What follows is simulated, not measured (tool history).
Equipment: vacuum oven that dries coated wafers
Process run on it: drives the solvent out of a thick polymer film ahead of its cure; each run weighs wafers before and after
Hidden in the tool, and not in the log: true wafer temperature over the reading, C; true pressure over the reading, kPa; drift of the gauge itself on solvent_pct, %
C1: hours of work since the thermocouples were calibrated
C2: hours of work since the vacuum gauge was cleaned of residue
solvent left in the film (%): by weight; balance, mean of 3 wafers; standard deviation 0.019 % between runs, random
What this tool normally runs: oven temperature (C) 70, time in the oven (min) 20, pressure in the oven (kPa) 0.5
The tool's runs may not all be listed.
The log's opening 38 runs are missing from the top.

run 39 hour=2514.8 | oven_temperature_(C)=68 time_in_the_oven_(min)=17 pressure_in_the_oven_(kPa)=1.21 | C1=862 C2=281 | solvent_left_in_the_film_(%)=2.15
run 40 hour=2577.7 | oven_temperature_(C)=63 time_in_the_oven_(min)=20 pressure_in_the_oven_(kPa)=1.376 | C1=900 C2=320 | solvent_left_in_the_film_(%)=3.12
run 41 hour=2665.9 | oven_temperature_(C)=55 time_in_the_oven_(min)=15 pressure_in_the_oven_(kPa)=0.5 | C1=955 C2=374 | solvent_left_in_the_film_(%)=6.95
run 42 hour=2754.1 | oven_temperature_(C)=68 time_in_the_oven_(min)=20 pressure_in_the_oven_(kPa)=1.949 | C1=1009 C2=428 | solvent_left_in_the_film_(%)=2.07
run 43 hour=2815.1 | oven_temperature_(C)=84 time_in_the_oven_(min)=20 pressure_in_the_oven_(kPa)=0.662 | C1=1046 C2=466 | solvent_left_in_the_film_(%)=0.18
run 44 hour=2876.4 | oven_temperature_(C)=70 time_in_the_oven_(min)=29 pressure_in_the_oven_(kPa)=0.5 | C1=1084 C2=503 | solvent_left_in_the_film_(%)=0.5
run 45 hour=2934.3 | oven_temperature_(C)=70 time_in_the_oven_(min)=29 pressure_in_the_oven_(kPa)=0.5 | C1=1119 C2=539 | solvent_left_in_the_film_(%)=0.49
run 46 hour=2995.6 | oven_temperature_(C)=70 time_in_the_oven_(min)=29 pressure_in_the_oven_(kPa)=1.852 | C1=1157 C2=577 | solvent_left_in_the_film_(%)=1.11

Below are 5 alternative next runs, each starting from the tool's condition after run 46. Predict each:
run A hour=3084.3 | oven_temperature_(C)=70 time_in_the_oven_(min)=36 pressure_in_the_oven_(kPa)=0.623 | C1=1211 C2=631 | solvent_left_in_the_film_(%)=?
run B hour=3084.3 | oven_temperature_(C)=61 time_in_the_oven_(min)=20 pressure_in_the_oven_(kPa)=0.5 | C1=1211 C2=631 | solvent_left_in_the_film_(%)=?
run C hour=3084.3 | oven_temperature_(C)=74 time_in_the_oven_(min)=15 pressure_in_the_oven_(kPa)=1.321 | C1=1211 C2=631 | solvent_left_in_the_film_(%)=?
run D hour=3084.3 | oven_temperature_(C)=70 time_in_the_oven_(min)=20 pressure_in_the_oven_(kPa)=1.602 | C1=1211 C2=631 | solvent_left_in_the_film_(%)=?
run E hour=3084.3 | oven_temperature_(C)=73 time_in_the_oven_(min)=20 pressure_in_the_oven_(kPa)=0.5 | C1=1211 C2=631 | solvent_left_in_the_film_(%)=?

run=A solvent_left_in_the_film_(%)=0.4
run=B solvent_left_in_the_film_(%)=3.55
run=C solvent_left_in_the_film_(%)=1.34
run=D solvent_left_in_the_film_(%)=1.58
run=E solvent_left_in_the_film_(%)=0.63
Stripped of hidden state, with their random variation kept, the same runs would have yielded:
run=A solvent_left_in_the_film_(%)=0.28
run=B solvent_left_in_the_film_(%)=2.8
run=C solvent_left_in_the_film_(%)=0.97
run=D solvent_left_in_the_film_(%)=1.19
run=E solvent_left_in_the_film_(%)=0.4
